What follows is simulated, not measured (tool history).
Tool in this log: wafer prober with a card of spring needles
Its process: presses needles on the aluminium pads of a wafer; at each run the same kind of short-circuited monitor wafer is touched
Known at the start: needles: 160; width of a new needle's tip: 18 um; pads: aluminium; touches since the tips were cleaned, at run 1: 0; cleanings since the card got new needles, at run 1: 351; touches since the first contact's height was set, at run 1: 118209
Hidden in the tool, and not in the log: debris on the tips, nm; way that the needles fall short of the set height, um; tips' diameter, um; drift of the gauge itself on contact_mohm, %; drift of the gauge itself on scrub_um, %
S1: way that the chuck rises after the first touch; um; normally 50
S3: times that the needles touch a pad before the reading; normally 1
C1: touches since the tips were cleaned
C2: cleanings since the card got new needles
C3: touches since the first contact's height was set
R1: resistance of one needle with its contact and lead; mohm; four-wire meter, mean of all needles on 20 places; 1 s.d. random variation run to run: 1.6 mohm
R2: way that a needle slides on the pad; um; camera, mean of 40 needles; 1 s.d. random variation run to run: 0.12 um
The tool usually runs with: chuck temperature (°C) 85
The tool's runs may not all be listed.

Run 1, hour 0: usual settings; C1 0; C2 351; C3 118209. Result: R1 257 mohm, R2 9.32 um.
At hour 3.9: tips cleaned on abrasive film.
At hour 7.8: tips cleaned on abrasive film.
At hour 12.6: tips cleaned on abrasive film.
At hour 17.4: tips cleaned on abrasive film.
At hour 22.2: tips cleaned on abrasive film.
At hour 26.1: tips cleaned on abrasive film.
At hour 30.9: tips cleaned on abrasive film.
At hour 35.7: tips cleaned on abrasive film.
At hour 40.6: tips cleaned on abrasive film.
At hour 44.6: height of the first contact set anew.
At hour 45.7: tips cleaned on abrasive film.
At hour 50.5: tips cleaned on abrasive film.
At hour 55.3: tips cleaned on abrasive film.
At hour 60.1: tips cleaned on abrasive film.
At hour 65: tips cleaned on abrasive film.
At hour 69.8: tips cleaned on abrasive film.
At hour 74.6: tips cleaned on abrasive film.
At hour 79.4: tips cleaned on abrasive film.
At hour 84.2: tips cleaned on abrasive film.
At hour 89.1: tips cleaned on abrasive film.
At hour 92.9: tips cleaned on abrasive film.
At hour 97.8: tips cleaned on abrasive film.
Run 2, hour 100.2: usual settings; C1 1040; C2 372; C3 22782. Result: R1 1266 mohm, R2 7.94 um.
At hour 102.2: tips cleaned on abrasive film.
At hour 107: tips cleaned on abrasive film.
At hour 111.9: tips cleaned on abrasive film.
At hour 116.7: tips cleaned on abrasive film.
At hour 121.5: tips cleaned on abrasive film.
At hour 126.3: tips cleaned on abrasive film.
At hour 130.2: tips cleaned on abrasive film.
At hour 135: tips cleaned on abrasive film.
At hour 138.9: tips cleaned on abrasive film.
At hour 143.7: tips cleaned on abrasive film.
At hour 148.5: tips cleaned on abrasive film.
At hour 153.3: tips cleaned on abrasive film.
At hour 157.2: tips cleaned on abrasive film.
At hour 162: tips cleaned on abrasive film.
At hour 165.9: tips cleaned on abrasive film.
At hour 169.8: tips cleaned on abrasive film.
At hour 181.8: card fitted with new needles.
At hour 186.6: tips cleaned on abrasive film.
At hour 191.4: tips cleaned on abrasive film.
At hour 196.3: tips cleaned on abrasive film.
At hour 201.1: tips cleaned on abrasive film.
At hour 205: tips cleaned on abrasive film.
At hour 209.3: tips cleaned on abrasive film.
Run 3, hour 209.3: usual settings; C1 0; C2 6; C3 11252. Result: R1 169 mohm, R2 10.76 um.
At hour 214.1: tips cleaned on abrasive film.
At hour 218.9: tips cleaned on abrasive film.
At hour 223.7: tips cleaned on abrasive film.
At hour 228.5: tips cleaned on abrasive film.
At hour 233.4: tips cleaned on abrasive film.
At hour 238.2: tips cleaned on abrasive film.
At hour 243: tips cleaned on abrasive film.
At hour 247.8: tips cleaned on abrasive film.
At hour 252.6: tips cleaned on abrasive film.
At hour 257.5: tips cleaned on abrasive film.
At hour 262.3: tips cleaned on abrasive film.
At hour 267.1: tips cleaned on abrasive film.
At hour 271: tips cleaned on abrasive film.
At hour 275.8: tips cleaned on abrasive film.
At hour 279.7: tips cleaned on abrasive film.
Run 4, hour 281.7: usual settings; C1 841; C2 21; C3 40951. Result: R1 354 mohm, R2 10.59 um.
At hour 283.7: tips cleaned on abrasive film.
At hour 288.5: tips cleaned on abrasive film.
At hour 292.4: tips cleaned on abrasive film.
At hour 297.2: tips cleaned on abrasive film.
At hour 302: tips cleaned on abrasive film.
At hour 305.9: tips cleaned on abrasive film.
At hour 310.7: tips cleaned on abrasive film.
At hour 314.6: tips cleaned on abrasive film.
At hour 319.4: tips cleaned on abrasive film.
At hour 324.2: tips cleaned on abrasive film.
At hour 329: tips cleaned on abrasive film.
At hour 333.9: tips cleaned on abrasive film.
At hour 337.7: tips cleaned on abrasive film.
Run 5, hour 340.7: usual settings; C1 1220; C2 34; C3 65102. Result: R1 391 mohm, R2 10.27 um.
At hour 341.7: tips cleaned on abrasive film.
At hour 346.5: tips cleaned on abrasive film.
At hour 351.3: tips cleaned on abrasive film.
At hour 356.2: tips cleaned on abrasive film.
At hour 361: tips cleaned on abrasive film.
At hour 365.8: tips cleaned on abrasive film.
At hour 370.6: tips cleaned on abrasive film.
At hour 375.4: tips cleaned on abrasive film.
At hour 379.3: tips cleaned on abrasive film.
At hour 384.1: tips cleaned on abrasive film.
At hour 389: tips cleaned on abrasive film.
At hour 393.8: tips cleaned on abrasive film.
At hour 398.6: tips cleaned on abrasive film.
At hour 403.4: tips cleaned on abrasive film.
At hour 408.2: tips cleaned on abrasive film.
At hour 413: tips cleaned on abrasive film.
At hour 416.9: tips cleaned on abrasive film.
At hour 421.7: tips cleaned on abrasive film.
At hour 426.6: tips cleaned on abrasive film.
Run 6, hour 428.6: usual settings but S1 33 um; C1 855; C2 53; C3 101141. Result: R1 838 mohm, R2 5.91 um.
At hour 430.6: tips cleaned on abrasive film.
At hour 434.5: tips cleaned on abrasive film.
At hour 439.3: tips cleaned on abrasive film.
At hour 443.2: tips cleaned on abrasive film.
At hour 448: tips cleaned on abrasive film.
At hour 452.8: tips cleaned on abrasive film.
At hour 457.6: tips cleaned on abrasive film.
At hour 462.4: tips cleaned on abrasive film.
At hour 467.5: height of the first contact set anew, once more.
At hour 467.6: tips cleaned on abrasive film.
At hour 471.4: tips cleaned on abrasive film.
Run 7, hour 471.5: usual settings but S1 33 um; C1 18; C2 63; C3 1600. Result: R1 254 mohm, R2 7.09 um.
At hour 475.4: tips cleaned on abrasive film.
At hour 480.2: tips cleaned on abrasive film.
At hour 485: tips cleaned on abrasive film.
At hour 488.9: tips cleaned on abrasive film.
At hour 493.7: tips cleaned on abrasive film.
At hour 498.5: tips cleaned on abrasive film.
At hour 502.4: tips cleaned on abrasive film.
At hour 507.2: tips cleaned on abrasive film.
At hour 512: tips cleaned on abrasive film.
At hour 516.9: tips cleaned on abrasive film.
At hour 520.7: tips cleaned on abrasive film.
At hour 525.5: tips cleaned on abrasive film.
At hour 529.4: tips cleaned on abrasive film.
At hour 534.2: tips cleaned on abrasive film.
At hour 538.1: tips cleaned on abrasive film.
At hour 542: tips cleaned on abrasive film.
At hour 546.8: tips cleaned on abrasive film.
At hour 551.6: tips cleaned on abrasive film.
At hour 556.5: tips cleaned on abrasive film.
At hour 561.3: tips cleaned on abrasive film.
Run 8, hour 562.2: usual settings but S1 51 um, chuck temperature (°C) 25; C1 381; C2 83; C3 38747. Result: R1 288 mohm, R2 10.66 um.
At hour 566.1: tips cleaned on abrasive film.
At hour 570.9: tips cleaned on abrasive film.
At hour 575.7: tips cleaned on abrasive film.
At hour 579.6: tips cleaned on abrasive film.
At hour 584.4: tips cleaned on abrasive film.
At hour 588.3: tips cleaned on abrasive film.
At hour 593.1: tips cleaned on abrasive film.
At hour 597: tips cleaned on abrasive film.
At hour 601.8: tips cleaned on abrasive film.
At hour 605.7: tips cleaned on abrasive film.
At hour 610.5: tips cleaned on abrasive film.
At hour 615.3: tips cleaned on abrasive film.
At hour 620.1: tips cleaned on abrasive film.
At hour 624.9: tips cleaned on abrasive film.
Run 9, hour 626.9: usual settings but S1 36 um, chuck temperature (°C) 107, S3 2; C1 804; C2 97; C3 65246. Result: R1 452 mohm, R2 7.05 um.
At hour 628.9: tips cleaned on abrasive film.
At hour 632.7: tips cleaned on abrasive film.
At hour 637.6: tips cleaned on abrasive film.
At hour 642.4: tips cleaned on abrasive film.
At hour 646.3: tips cleaned on abrasive film.
At hour 651.1: tips cleaned on abrasive film.
At hour 655: tips cleaned on abrasive film.
At hour 659.8: tips cleaned on abrasive film.
At hour 663.7: tips cleaned on abrasive film.
At hour 668.5: tips cleaned on abrasive film.
At hour 672.4: tips cleaned on abrasive film.
At hour 677.2: tips cleaned on abrasive film.
At hour 682: tips cleaned on abrasive film.
At hour 686.8: tips cleaned on abrasive film.
Run 10, hour 688.1: usual settings but S1 36 um, chuck temperature (°C) 107, S3 2; C1 555; C2 111; C3 90321. Result: R1 477 mohm, R2 6.78 um.
At hour 691.1: tips cleaned on abrasive film.
At hour 695.9: tips cleaned on abrasive film.
At hour 700.7: tips cleaned on abrasive film.
At hour 705.5: tips cleaned on abrasive film.
At hour 710.3: tips cleaned on abrasive film.
At hour 714.2: tips cleaned on abrasive film.
At hour 718.1: tips cleaned on abrasive film.
At hour 722.9: tips cleaned on abrasive film.
At hour 726.8: tips cleaned on abrasive film.
At hour 730.7: tips cleaned on abrasive film.
At hour 735.5: tips cleaned on abrasive film.
At hour 739.4: tips cleaned on abrasive film.
At hour 743.2: tips cleaned on abrasive film.
At hour 748.1: tips cleaned on abrasive film.
Run 11, hour 749.3: usual settings but chuck temperature (°C) 100, S3 3; C1 515; C2 125; C3 115344. Result: R1 263 mohm, R2 9.33 um.
At hour 752.2: tips cleaned on abrasive film.
At hour 757: tips cleaned on abrasive film.
At hour 761.9: tips cleaned on abrasive film.
At hour 765.7: tips cleaned on abrasive film.
At hour 770.6: tips cleaned on abrasive film.
At hour 775.4: tips cleaned on abrasive film.
At hour 780.2: tips cleaned on abrasive film.
At hour 785: tips cleaned on abrasive film.
At hour 789.8: tips cleaned on abrasive film.
At hour 793.7: tips cleaned on abrasive film.
Run 12, hour 794.7: usual settings but S1 37 um; C1 431; C2 135; C3 133962. Result: R1 732 mohm, R2 6.43 um.

5 ways to go on from here, each from the tool as it stands after run 12. What would each give?
At hour 797.7: tips cleaned on abrasive film.
At hour 800.8: height of the first contact set anew.
At hour 802.8: tips cleaned on abrasive film.
At hour 807.6: tips cleaned on abrasive film.
At hour 812.4: tips cleaned on abrasive film.
At hour 817.2: tips cleaned on abrasive film.
At hour 822.1: tips cleaned on abrasive film.
At hour 826.9: tips cleaned on abrasive film.
At hour 831.7: tips cleaned on abrasive film.
At hour 836.5: tips cleaned on abrasive film.
At hour 840.4: tips cleaned on abrasive film.
At hour 845.2: tips cleaned on abrasive film.
At hour 849.1: tips cleaned on abrasive film.
At hour 853.9: tips cleaned on abrasive film.
At hour 858.7: tips cleaned on abrasive film.
At hour 863: tips cleaned on abrasive film.
Run A, hour 863: usual settings but S1 47 um, chuck temperature (°C) 54, S3 3; C1 0; C2 150; C3 25470. Result: R1 ?, R2 ?.
At hour 797.7: tips cleaned on abrasive film.
At hour 800.8: height of the first contact set anew.
At hour 802.8: tips cleaned on abrasive film.
At hour 807.6: tips cleaned on abrasive film.
At hour 812.4: tips cleaned on abrasive film.
At hour 817.2: tips cleaned on abrasive film.
At hour 822.1: tips cleaned on abrasive film.
At hour 826.9: tips cleaned on abrasive film.
At hour 831.7: tips cleaned on abrasive film.
At hour 836.5: tips cleaned on abrasive film.
At hour 840.4: tips cleaned on abrasive film.
At hour 845.2: tips cleaned on abrasive film.
At hour 849.1: tips cleaned on abrasive film.
At hour 853.9: tips cleaned on abrasive film.
At hour 858.7: tips cleaned on abrasive film.
At hour 863: tips cleaned on abrasive film.
Run B, hour 863: usual settings but S3 3; C1 0; C2 150; C3 25470. Result: R1 ?, R2 ?.
At hour 797.7: tips cleaned on abrasive film.
At hour 800.8: height of the first contact set anew.
At hour 802.8: tips cleaned on abrasive film.
At hour 807.6: tips cleaned on abrasive film.
At hour 812.4: tips cleaned on abrasive film.
At hour 817.2: tips cleaned on abrasive film.
At hour 822.1: tips cleaned on abrasive film.
At hour 826.9: tips cleaned on abrasive film.
At hour 831.7: tips cleaned on abrasive film.
At hour 836.5: tips cleaned on abrasive film.
At hour 840.4: tips cleaned on abrasive film.
At hour 845.2: tips cleaned on abrasive film.
At hour 849.1: tips cleaned on abrasive film.
At hour 853.9: tips cleaned on abrasive film.
At hour 858.7: tips cleaned on abrasive film.
At hour 863: tips cleaned on abrasive film.
Run C, hour 863: usual settings but S1 55 um; C1 0; C2 150; C3 25470. Result: R1 ?, R2 ?.
At hour 797.7: tips cleaned on abrasive film.
At hour 800.8: height of the first contact set anew.
At hour 802.8: tips cleaned on abrasive film.
At hour 807.6: tips cleaned on abrasive film.
At hour 812.4: tips cleaned on abrasive film.
At hour 817.2: tips cleaned on abrasive film.
At hour 822.1: tips cleaned on abrasive film.
At hour 826.9: tips cleaned on abrasive film.
At hour 831.7: tips cleaned on abrasive film.
At hour 836.5: tips cleaned on abrasive film.
At hour 840.4: tips cleaned on abrasive film.
At hour 845.2: tips cleaned on abrasive film.
At hour 849.1: tips cleaned on abrasive film.
At hour 853.9: tips cleaned on abrasive film.
At hour 858.7: tips cleaned on abrasive film.
At hour 863: tips cleaned on abrasive film.
Run D, hour 863: usual settings but S1 37 um, S3 3; C1 0; C2 150; C3 25470. Result: R1 ?, R2 ?.
At hour 797.7: tips cleaned on abrasive film.
At hour 800.8: height of the first contact set anew.
At hour 802.8: tips cleaned on abrasive film.
At hour 807.6: tips cleaned on abrasive film.
At hour 812.4: tips cleaned on abrasive film.
At hour 817.2: tips cleaned on abrasive film.
At hour 822.1: tips cleaned on abrasive film.
At hour 826.9: tips cleaned on abrasive film.
At hour 831.7: tips cleaned on abrasive film.
At hour 836.5: tips cleaned on abrasive film.
At hour 840.4: tips cleaned on abrasive film.
At hour 845.2: tips cleaned on abrasive film.
At hour 849.1: tips cleaned on abrasive film.
At hour 853.9: tips cleaned on abrasive film.
At hour 858.7: tips cleaned on abrasive film.
At hour 863: tips cleaned on abrasive film.
Run E, hour 863: usual settings but S1 64 um, chuck temperature (°C) 28; C1 0; C2 150; C3 25470. Result: R1 ?, R2 ?.

run   R1     R2
  A  173   9.97
  B  180  10.69
  C  198   11.6
  D  206   7.69
  E  174  13.66
What these runs would have given with no unlogged condition in the tool:
run   R1     R2
  A  143  10.31
  B  152  11.04
  C  147  11.94
  D  159   8.04
  E  134  14.01
